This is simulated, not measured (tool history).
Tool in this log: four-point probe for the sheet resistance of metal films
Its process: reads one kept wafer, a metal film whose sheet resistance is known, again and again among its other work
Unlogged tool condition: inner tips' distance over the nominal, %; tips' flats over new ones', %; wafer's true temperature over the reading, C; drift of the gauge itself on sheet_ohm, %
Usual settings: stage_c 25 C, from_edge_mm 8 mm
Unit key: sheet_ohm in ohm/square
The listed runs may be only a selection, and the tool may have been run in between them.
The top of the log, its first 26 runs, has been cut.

run     day  stage_c  from_edge_mm  touches since the probe head was changed  hours of work since the stage's thermometer was calibrated  sheet_ohm
 27  41.338       30            38                                     59728                                                        1528   0.034023
 28  43.575       20            46                                     60772                                                        1568   0.034010
 29  44.962       20            46                                     61419                                                        1593   0.033995
 30  45.921       20            46                                     61868                                                        1610   0.034004
 31  47.875       20            13                                     62779                                                        1645   0.034097
 32  49.558       25            10                                     63567                                                        1675   0.034175
 33  51.554       25            10                                     64499                                                        1711   0.034190
 34  52.554       24            70                                     64964                                                        1729   0.033991
 35  54.167       24            70                                     65718                                                        1758   0.034009
 36  56.054       24            70                                     66598                                                        1791   0.033999
 37  58.404       25            26                                     67697                                                        1834   0.034034
 38  60.338       18             4                                     68600                                                        1868   0.035092
 39  62.254       18             4                                     69494                                                        1903   0.035102
 40  64.292       18             4                                     70445                                                        1939   0.035102
 41  66.408       25            73                                     71434                                                        1977   0.033997
 42  67.929       25            73                                     72144                                                        2004   0.033990
 43  69.025       18             8                                     72656                                                        2024   0.034278
 44  70.933       33             7                                     73547                                                        2058   0.034395
 45  72.029       24            22                                     74058                                                        2078   0.034038

Forecast each of these 4 alternatives for the next run:
  A  74.329       24            48                                     75132                                                        2119          ?
  B  74.329       25            12                                     75132                                                        2119          ?
  C  74.329       23            18                                     75132                                                        2119          ?
  D  74.329       27             8                                     75132                                                        2119          ?

run  sheet_ohm
  A   0.034016
  B   0.034125
  C   0.034054
  D   0.034291
Without the tool's unlogged condition, the same runs would have read:
run  sheet_ohm
  A   0.034019
  B   0.034128
  C   0.034057
  D   0.034294

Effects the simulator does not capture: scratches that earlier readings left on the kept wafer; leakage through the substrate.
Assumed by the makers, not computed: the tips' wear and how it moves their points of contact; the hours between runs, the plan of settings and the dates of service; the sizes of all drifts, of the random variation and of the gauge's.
